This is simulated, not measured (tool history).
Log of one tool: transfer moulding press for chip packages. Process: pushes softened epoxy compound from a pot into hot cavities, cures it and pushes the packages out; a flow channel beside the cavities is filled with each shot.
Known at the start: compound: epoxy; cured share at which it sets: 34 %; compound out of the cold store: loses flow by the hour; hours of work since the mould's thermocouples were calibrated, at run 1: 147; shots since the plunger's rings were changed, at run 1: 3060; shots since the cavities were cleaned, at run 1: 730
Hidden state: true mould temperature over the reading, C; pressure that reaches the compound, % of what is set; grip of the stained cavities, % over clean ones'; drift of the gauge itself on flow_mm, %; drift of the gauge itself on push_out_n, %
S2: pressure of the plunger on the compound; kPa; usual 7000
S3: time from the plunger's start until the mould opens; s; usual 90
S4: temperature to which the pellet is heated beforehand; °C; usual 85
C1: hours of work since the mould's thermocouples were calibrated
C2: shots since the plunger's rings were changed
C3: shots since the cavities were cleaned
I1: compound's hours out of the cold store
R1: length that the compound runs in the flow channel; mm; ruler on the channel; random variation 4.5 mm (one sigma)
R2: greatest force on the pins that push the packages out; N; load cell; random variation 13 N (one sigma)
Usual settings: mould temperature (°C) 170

Run 1, hour 0: usual settings; C1 147; C2 3060; C3 730; I1 29.6. Result: R1 809 mm, R2 1154 N.
At hour 14.3: cavities cleaned with cleaning compound and waxed.
Run 2, hour 20.7: usual settings; C1 162; C2 3334; C3 92; I1 45.8. Result: R1 741 mm, R2 671 N.
Run 3, hour 35.9: usual settings but S4 88 °C; C1 174; C2 3552; C3 310; I1 31.4. Result: R1 787 mm, R2 925 N.
Run 4, hour 53.6: usual settings but S4 88 °C; C1 188; C2 3805; C3 563; I1 46.2. Result: R1 738 mm, R2 1052 N.
Run 5, hour 66.3: usual settings but S4 88 °C; C1 198; C2 3987; C3 745; I1 11.9. Result: R1 864 mm, R2 1176 N.
At hour 79.1: cavities cleaned with cleaning compound and waxed.
Run 6, hour 80.7: usual settings but S4 88 °C; C1 208; C2 4171; C3 23; I1 17.4. Result: R1 839 mm, R2 615 N.
At hour 87.3: plunger's sealing rings changed.
Run 7, hour 103.2: usual settings but S2 5450 kPa, S4 88 °C; C1 224; C2 227; C3 309; I1 33.7. Result: R1 738 mm, R2 888 N.
Run 8, hour 115.7: usual settings but S2 5450 kPa, S4 88 °C; C1 233; C2 406; C3 488; I1 26.9. Result: R1 753 mm, R2 1041 N.
Run 9, hour 126.5: usual settings but S2 5450 kPa, S4 88 °C; C1 242; C2 561; C3 643; I1 18.6. Result: R1 781 mm, R2 1166 N.
Run 10, hour 136.2: usual settings but S2 5450 kPa, S4 88 °C; C1 249; C2 699; C3 781; I1 30.6. Result: R1 734 mm, R2 1158 N.
At hour 146.8: cavities cleaned with cleaning compound and waxed.
Run 11, hour 149.7: usual settings but mould temperature (°C) 172, S2 5450 kPa, S4 88 °C; C1 259; C2 871; C3 42; I1 34.1. Result: R1 718 mm, R2 531 N.
Run 12, hour 162.7: usual settings but mould temperature (°C) 172, S2 5450 kPa, S4 88 °C; C1 269; C2 1057; C3 228; I1 29. Result: R1 732 mm, R2 747 N.
Run 13, hour 178.6: usual settings but mould temperature (°C) 172, S2 5450 kPa, S4 88 °C; C1 282; C2 1283; C3 454; I1 9.3. Result: R1 803 mm, R2 950 N.
Run 14, hour 196.7: usual settings but mould temperature (°C) 172, S2 5450 kPa, S4 88 °C; C1 296; C2 1543; C3 714; I1 40. Result: R1 685 mm, R2 984 N.
At hour 211.8: cavities cleaned with cleaning compound and waxed.
Run 15, hour 216.4: usual settings but S2 6600 kPa, S3 102 s, S4 78 °C; C1 310; C2 1803; C3 65; I1 28.8. Result: R1 808 mm, R2 523 N.
Run 16, hour 227.4: usual settings but S2 6600 kPa, S3 102 s, S4 78 °C; C1 319; C2 1960; C3 222; I1 15.1. Result: R1 864 mm, R2 695 N.
Run 17, hour 240.9: usual settings but S2 7050 kPa, S3 126 s; C1 329; C2 2153; C3 415; I1 30.6. Result: R1 820 mm, R2 688 N.
At hour 244.3: mould's thermocouples calibrated.
Run 18, hour 254.5: usual settings but S4 93 °C; C1 8; C2 2320; C3 582; I1 33.5. Result: R1 799 mm, R2 984 N.
Run 19, hour 262.8: usual settings but mould temperature (°C) 168, S2 7810 kPa; C1 15; C2 2439; C3 701; I1 11.5. Result: R1 947 mm, R2 1344 N.
At hour 278.5: cavities cleaned with cleaning compound and waxed.
Run 20, hour 284: usual settings but mould temperature (°C) 168, S2 7790 kPa; C1 30; C2 2720; C3 78; I1 23.5. Result: R1 881 mm, R2 762 N.
Run 21, hour 300.1: usual settings but mould temperature (°C) 176, S2 6060 kPa, S3 113 s, S4 94 °C; C1 43; C2 2950; C3 308; I1 16.8. Result: R1 776 mm, R2 635 N.
Run 22, hour 312.1: usual settings but S2 6970 kPa, S3 123 s; C1 52; C2 3122; C3 480; I1 47. Result: R1 740 mm, R2 745 N.
At hour 320.4: mould's thermocouples calibrated, once more.
Run 23, hour 328.4: usual settings but mould temperature (°C) 175, S2 5250 kPa, S3 82 s, S4 92 °C; C1 6; C2 3327; C3 685; I1 20. Result: R1 711 mm, R2 1024 N.
Run 24, hour 341.6: usual settings but mould temperature (°C) 175, S2 5250 kPa, S3 82 s, S4 92 °C; C1 17; C2 3516; C3 874; I1 45.2. Result: R1 628 mm, R2 964 N.
At hour 345: cavities cleaned with cleaning compound and waxed.
Run 25, hour 361.7: usual settings but mould temperature (°C) 168, S2 6570 kPa, S3 88 s, S4 83 °C; C1 31; C2 3781; C3 239; I1 39.5. Result: R1 746 mm, R2 1084 N.
Run 26, hour 380.4: usual settings but S2 5740 kPa; C1 46; C2 4049; C3 507; I1 43.5. Result: R1 670 mm, R2 1067 N.
At hour 395.7: plunger's sealing rings changed.
Run 27, hour 397.8: usual settings but mould temperature (°C) 171, S3 98 s; C1 58; C2 29; C3 719; I1 38.8. Result: R1 814 mm, R2 949 N.
At hour 412.2: cavities cleaned with cleaning compound and waxed.
Run 28, hour 412.3: usual settings but mould temperature (°C) 167, S2 5940 kPa, S3 89 s, S4 88 °C; C1 68; C2 216; C3 2; I1 17.4. Result: R1 846 mm, R2 754 N.

How the hidden state differs across the entries between the runs, from the last listed run before each to the first after it:
Between runs 1 and 2: cavities cleaned with cleaning compound and waxed (hour 14.3)
  true mould temperature over the reading, C: 0.57 -> 0.61; pressure that reaches the compound, % of what is set: 89.23 -> 88.29; grip of the stained cavities, % over clean ones': 110.4 -> 29.2
  measured less the result without the state, R1: -49 -> -50 mm; R2: +582 -> +132 N
Between runs 5 and 6: cavities cleaned with cleaning compound and waxed (hour 79.1)
  true mould temperature over the reading, C: 0.69 -> 0.71; pressure that reaches the compound, % of what is set: 86.05 -> 85.39; grip of the stained cavities, % over clean ones': 109.3 -> 7.4
  measured less the result without the state, R1: -70 -> -72 mm; R2: +589 -> +11 N
Between runs 6 and 7: plunger's sealing rings changed (hour 87.3)
  true mould temperature over the reading, C: 0.71 -> 0.75; pressure that reaches the compound, % of what is set: 85.39 -> 98.91; grip of the stained cavities, % over clean ones': 7.4 -> 68.8
  measured less the result without the state, R1: -72 -> -6 mm; R2: +11 -> +335 N
Between runs 10 and 11: cavities cleaned with cleaning compound and waxed (hour 146.8)
  true mould temperature over the reading, C: 0.81 -> 0.83; pressure that reaches the compound, % of what is set: 97.31 -> 96.7; grip of the stained cavities, % over clean ones': 110.4 -> 15
  measured less the result without the state, R1: -13 -> -14 mm; R2: +573 -> +47 N
Between runs 14 and 15: cavities cleaned with cleaning compound and waxed (hour 211.8)
  true mould temperature over the reading, C: 0.92 -> 0.95; pressure that reaches the compound, % of what is set: 94.56 -> 93.69; grip of the stained cavities, % over clean ones': 108.9 -> 19.8
  measured less the result without the state, R1: -23 -> -31 mm; R2: +490 -> +66 N
Between runs 17 and 18: mould's thermocouples calibrated (hour 244.3)
  true mould temperature over the reading, C: 1 -> 1.57; pressure that reaches the compound, % of what is set: 92.54 -> 92.01; grip of the stained cavities, % over clean ones': 84.3 -> 100.5
  measured less the result without the state, R1: -36 -> -40 mm; R2: +310 -> +442 N
Between runs 19 and 20: cavities cleaned with cleaning compound and waxed (hour 278.5)
  true mould temperature over the reading, C: 1.58 -> 1.62; pressure that reaches the compound, % of what is set: 91.59 -> 90.67; grip of the stained cavities, % over clean ones': 108 -> 25.6
  measured less the result without the state, R1: -50 -> -51 mm; R2: +603 -> +73 N
Between runs 22 and 23: mould's thermocouples calibrated, once more (hour 320.4)
  true mould temperature over the reading, C: 1.67 -> 0.25; pressure that reaches the compound, % of what is set: 89.36 -> 88.66; grip of the stained cavities, % over clean ones': 90.4 -> 106
  measured less the result without the state, R1: -48 -> -45 mm; R2: +347 -> +521 N
Between runs 24 and 25: cavities cleaned with cleaning compound and waxed (hour 345)
  true mould temperature over the reading, C: 0.27 -> 0.3; pressure that reaches the compound, % of what is set: 88.05 -> 87.05; grip of the stained cavities, % over clean ones': 115.2 -> 62.7
  measured less the result without the state, R1: -42 -> -55 mm; R2: +515 -> +403 N
Between runs 26 and 27: plunger's sealing rings changed (hour 395.7)
  true mould temperature over the reading, C: 0.34 -> 0.37; pressure that reaches the compound, % of what is set: 86.09 -> 99.49; grip of the stained cavities, % over clean ones': 96.5 -> 110.1
  measured less the result without the state, R1: -54 -> -4 mm; R2: +512 -> +486 N
Between runs 27 and 28: cavities cleaned with cleaning compound and waxed (hour 412.2)
  true mould temperature over the reading, C: 0.37 -> 0.39; pressure that reaches the compound, % of what is set: 99.49 -> 98.85; grip of the stained cavities, % over clean ones': 110.1 -> 1.4
  measured less the result without the state, R1: -4 -> -7 mm; R2: +486 -> -15 N
